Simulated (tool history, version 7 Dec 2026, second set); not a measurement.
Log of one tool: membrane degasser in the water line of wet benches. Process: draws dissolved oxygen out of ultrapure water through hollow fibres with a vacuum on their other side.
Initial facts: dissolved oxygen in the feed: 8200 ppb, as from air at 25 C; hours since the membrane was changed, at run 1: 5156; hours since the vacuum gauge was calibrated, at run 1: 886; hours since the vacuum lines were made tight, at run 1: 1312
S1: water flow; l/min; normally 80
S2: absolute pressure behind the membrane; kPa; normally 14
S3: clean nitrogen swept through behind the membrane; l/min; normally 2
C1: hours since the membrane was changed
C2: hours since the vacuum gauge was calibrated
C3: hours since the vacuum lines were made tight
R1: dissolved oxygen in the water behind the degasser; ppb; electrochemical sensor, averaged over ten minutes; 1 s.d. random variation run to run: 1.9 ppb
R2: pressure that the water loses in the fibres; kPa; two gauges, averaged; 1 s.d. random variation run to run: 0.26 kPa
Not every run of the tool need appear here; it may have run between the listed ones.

Run 1, hour 0: usual settings; C1 5156; C2 886; C3 1312. Result: R1 815.3 ppb, R2 72.07 kPa.
Run 2, hour 84: usual settings but S2 13.8 kPa; C1 5240; C2 970; C3 1396. Result: R1 802 ppb, R2 71.6 kPa.
Run 3, hour 180.3: usual settings; C1 5337; C2 1066; C3 1492. Result: R1 816.4 ppb, R2 71.51 kPa.
Run 4, hour 311.6: usual settings; C1 5468; C2 1198; C3 1624. Result: R1 818.8 ppb, R2 70.93 kPa.
Run 5, hour 408.7: usual settings; C1 5565; C2 1295; C3 1721. Result: R1 818.9 ppb, R2 71.62 kPa.
Run 6, hour 536.5: usual settings; C1 5693; C2 1422; C3 1849. Result: R1 821.6 ppb, R2 71.82 kPa.
Run 7, hour 634.2: usual settings; C1 5791; C2 1520; C3 1946. Result: R1 820.2 ppb, R2 72.04 kPa.
Run 8, hour 707.8: usual settings; C1 5864; C2 1594; C3 2020. Result: R1 815 ppb, R2 72.04 kPa.
Run 9, hour 814.2: usual settings but S1 52 l/min; C1 5971; C2 1700; C3 2126. Result: R1 576.4 ppb, R2 46.78 kPa.
Run 10, hour 879.8: usual settings but S1 66 l/min; C1 6036; C2 1766; C3 2192. Result: R1 703.6 ppb, R2 59.39 kPa.
Run 11, hour 995.9: usual settings but S1 66 l/min; C1 6152; C2 1882; C3 2308. Result: R1 701.9 ppb, R2 59.61 kPa.
Run 12, hour 1098.7: usual settings but S1 66 l/min; C1 6255; C2 1985; C3 2411. Result: R1 701.3 ppb, R2 59.49 kPa.
Run 13, hour 1177.5: usual settings but S1 66 l/min; C1 6334; C2 2063; C3 2490. Result: R1 699.7 ppb, R2 59.22 kPa.
Run 14, hour 1266.6: usual settings but S1 66 l/min, S2 8.7 kPa; C1 6423; C2 2152; C3 2579. Result: R1 377.2 ppb, R2 59.39 kPa.
Run 15, hour 1343.8: usual settings but S1 66 l/min, S2 8.7 kPa; C1 6500; C2 2230; C3 2656. Result: R1 378.7 ppb, R2 59.55 kPa.
Run 16, hour 1481.3: usual settings but S1 66 l/min, S2 8.7 kPa; C1 6638; C2 2367; C3 2793. Result: R1 379 ppb, R2 59.26 kPa.
Run 17, hour 1559.1: usual settings but S1 96 l/min, S2 14.6 kPa, S3 5.52 l/min; C1 6715; C2 2445; C3 2871. Result: R1 464.7 ppb, R2 86.02 kPa.
Run 18, hour 1658.8: usual settings but S1 55 l/min; C1 6815; C2 2545; C3 2971. Result: R1 604.6 ppb, R2 49.7 kPa.
Run 19, hour 1803.6: usual settings but S2 19.7 kPa; C1 6960; C2 2690; C3 3116. Result: R1 1187.3 ppb, R2 72.41 kPa.
Run 20, hour 1888.8: usual settings but S1 100 l/min, S2 27.7 kPa, S3 0.96 l/min; C1 7045; C2 2775; C3 3201. Result: R1 2936.9 ppb, R2 90.07 kPa.
Run 21, hour 1987.9: usual settings but S1 100 l/min, S2 27.7 kPa, S3 0.96 l/min; C1 7144; C2 2874; C3 3300. Result: R1 2941.5 ppb, R2 90.23 kPa.
Run 22, hour 2067.6: usual settings but S1 59 l/min, S2 26.6 kPa, S3 3.65 l/min; C1 7224; C2 2953; C3 3380. Result: R1 795.3 ppb, R2 53.22 kPa.
Run 23, hour 2187.4: usual settings but S1 52 l/min, S2 11.6 kPa, S3 5.62 l/min; C1 7344; C2 3073; C3 3499. Result: R1 186.7 ppb, R2 46.76 kPa.
Run 24, hour 2248.6: usual settings but S1 84 l/min, S3 0.96 l/min; C1 7405; C2 3134; C3 3561. Result: R1 1381.5 ppb, R2 76.06 kPa.
Run 25, hour 2389.5: usual settings but S3 5.55 l/min; C1 7546; C2 3275; C3 3702. Result: R1 366.3 ppb, R2 72.11 kPa.
Run 26, hour 2509.9: usual settings but S1 69 l/min, S3 3.1 l/min; C1 7666; C2 3396; C3 3822. Result: R1 515.4 ppb, R2 62.42 kPa.
Run 27, hour 2638.6: usual settings but S1 99 l/min, S2 26.8 kPa, S3 0.86 l/min; C1 7795; C2 3524; C3 3951. Result: R1 2994.9 ppb, R2 89.51 kPa.

For each run, the measured value with the value that run would have given without the tool's hidden condition subtracted. The run-to-run variation is shared by both, the gauge scatter possibly not:
Hidden state at play: membrane still open, %; true pressure behind the membrane over the reading, kPa; air that leaks in behind the membrane, l/min; drift of the gauge itself on oxygen_ppb, %; drift of the gauge itself on loss_of_pressure_kpa, %.
run     R1     R2
  1     +6  +1.53
  2   +6.2  +1.54
  3   +6.3  +1.58
  4   +6.6  +1.61
  5   +6.8  +1.65
  6   +7.1  +1.69
  7   +7.2  +1.73
  8   +7.4  +1.75
  9   +4.9  +1.15
 10   +6.3  +1.48
 11   +6.5  +1.52
 12   +6.6  +1.53
 13   +6.7  +1.56
 14   +7.2  +1.58
 15   +7.3   +1.6
 16   +7.5  +1.63
 17   +8.4   +2.4
 18   +6.4   +1.4
 19     +9  +2.09
 20   +8.6  +2.64
 21   +8.7  +2.69
 22   +5.9   +1.6
 23   +3.5  +1.43
 24  +12.7  +2.34
 25   +7.3  +2.27
 26   +7.7  +1.99
 27   +9.2   +2.9

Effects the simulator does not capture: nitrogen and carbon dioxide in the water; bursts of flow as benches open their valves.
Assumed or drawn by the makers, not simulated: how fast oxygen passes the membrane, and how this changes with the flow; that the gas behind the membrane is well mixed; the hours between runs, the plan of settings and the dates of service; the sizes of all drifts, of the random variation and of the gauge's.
